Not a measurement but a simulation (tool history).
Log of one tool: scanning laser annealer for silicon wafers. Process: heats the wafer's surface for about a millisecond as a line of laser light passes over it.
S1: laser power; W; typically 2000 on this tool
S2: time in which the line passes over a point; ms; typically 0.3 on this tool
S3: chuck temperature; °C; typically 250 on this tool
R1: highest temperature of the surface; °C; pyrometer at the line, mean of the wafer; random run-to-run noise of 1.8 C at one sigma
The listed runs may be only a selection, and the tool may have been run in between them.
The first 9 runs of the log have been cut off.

Run 10, hour 326.2: usual settings but S3 260 °C. Result: R1 1015 °C.
Run 11, hour 357.8: usual settings but S3 260 °C. Result: R1 1011 °C.
Run 12, hour 406: usual settings but S3 260 °C. Result: R1 1008 °C.
Run 13, hour 432: usual settings. Result: R1 1000 °C.
Run 14, hour 493.1: usual settings but S3 267 °C. Result: R1 1016 °C.
Run 15, hour 552.1: usual settings but S1 2178 W. Result: R1 1064 °C.
Run 16, hour 578: usual settings but S1 2178 W. Result: R1 1066 °C.
At hour 586.6: optics aligned, line set to its width.
Run 17, hour 637.5: usual settings but S1 1936 W. Result: R1 965 °C.
Run 18, hour 684.9: usual settings but S1 1780 W, S2 0.248 ms. Result: R1 851 °C.
Run 19, hour 731.9: usual settings but S1 1802 W, S2 0.282 ms, S3 222 °C. Result: R1 868 °C.
Run 20, hour 773: usual settings but S1 1876 W. Result: R1 939 °C.
Run 21, hour 805.1: usual settings but S2 0.334 ms. Result: R1 1017 °C.

Run 22 comes next. What will it give?
Run 22, hour 858.6: usual settings but S2 0.229 ms. Result: R1 ?.

R1: 901 °C
With no hidden state in the tool, this same run would have given R1 931 °C.
